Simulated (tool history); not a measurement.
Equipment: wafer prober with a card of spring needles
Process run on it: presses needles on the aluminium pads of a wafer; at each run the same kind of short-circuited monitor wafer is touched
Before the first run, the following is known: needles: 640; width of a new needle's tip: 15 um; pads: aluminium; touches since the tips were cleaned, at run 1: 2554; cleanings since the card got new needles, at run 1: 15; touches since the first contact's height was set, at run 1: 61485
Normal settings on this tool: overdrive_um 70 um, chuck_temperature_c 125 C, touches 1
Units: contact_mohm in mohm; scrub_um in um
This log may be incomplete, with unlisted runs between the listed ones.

run	hour	overdrive_um	chuck_temperature_c	touches	touches since the tips were cleaned	cleanings since the card got new needles	touches since the first contact's height was set	contact_mohm	scrub_um
1	0	70	125	1	2554	15	61485	211	10.99
# hour 1.9: tips cleaned on abrasive film
# hour 9: tips cleaned on abrasive film
2	14	70	125	3	2420	17	68100	211	11.04
# hour 16.2: tips cleaned on abrasive film
# hour 23.2: tips cleaned on abrasive film
3	25.2	70	125	1	934	19	73353	209	11.01
# hour 30.6: tips cleaned on abrasive film
4	37	70	125	1	3079	20	78991	208	10.96
# hour 37.9: tips cleaned on abrasive film
5	43.6	57	125	1	2757	21	82108	217	8.93
# hour 44.9: tips cleaned on abrasive film
# hour 53.2: tips cleaned on abrasive film
6	53.7	70	125	2	230	23	86847	213	10.99
# hour 61.1: tips cleaned on abrasive film
7	66	70	93	2	2386	24	92701	205	11
# hour 68.8: tips cleaned on abrasive film
8	72.3	70	125	3	1672	25	95657	210	10.94
# hour 75.9: tips cleaned on abrasive film
9	81.2	70	125	2	2531	26	99882	213	10.96
# hour 83.9: tips cleaned on abrasive film
# hour 91.8: tips cleaned on abrasive film
10	96	70	125	2	1990	28	106864	210	10.91
# hour 99.2: tips cleaned on abrasive film
# hour 106.6: tips cleaned on abrasive film
11	107.1	70	125	1	216	30	112092	212	10.94
# hour 113.8: tips cleaned on abrasive film
# hour 120.9: tips cleaned on abrasive film
12	120.9	70	125	1	0	32	118592	213	10.92
# hour 128.6: tips cleaned on abrasive film
13	132.7	70	34	1	1996	33	124242	192	10.89
# hour 135.9: tips cleaned on abrasive film
14	142.4	83	125	1	3124	34	128838	208	12.96
# hour 143.5: tips cleaned on abrasive film
# hour 151.1: tips cleaned on abrasive film
15	151.1	70	125	1	0	36	132918	209	10.88
16	157.7	70	125	1	3155	36	136073	209	10.97
# hour 158.8: tips cleaned on abrasive film
# hour 166.8: tips cleaned on abrasive film
# hour 167.1: height of the first contact set anew
17	170.7	76	66	2	1724	38	1724	193	11.77
# hour 174.1: tips cleaned on abrasive film
# hour 181.4: tips cleaned on abrasive film
18	182.3	76	66	2	438	40	7200	191	11.81
# hour 189.2: tips cleaned on abrasive film
19	189.9	76	66	2	320	41	10794	193	11.85

Predict the results of run 20:
# hour 196.4: tips cleaned on abrasive film
20	203.1	76	66	2	3211	42	17084	?	?

contact_mohm: 193 mohm
scrub_um: 11.79 um
Take away the tool's hidden state, keep the run-to-run variation as it was, and the same run would have given contact_mohm 193 mohm, scrub_um 11.9 um.
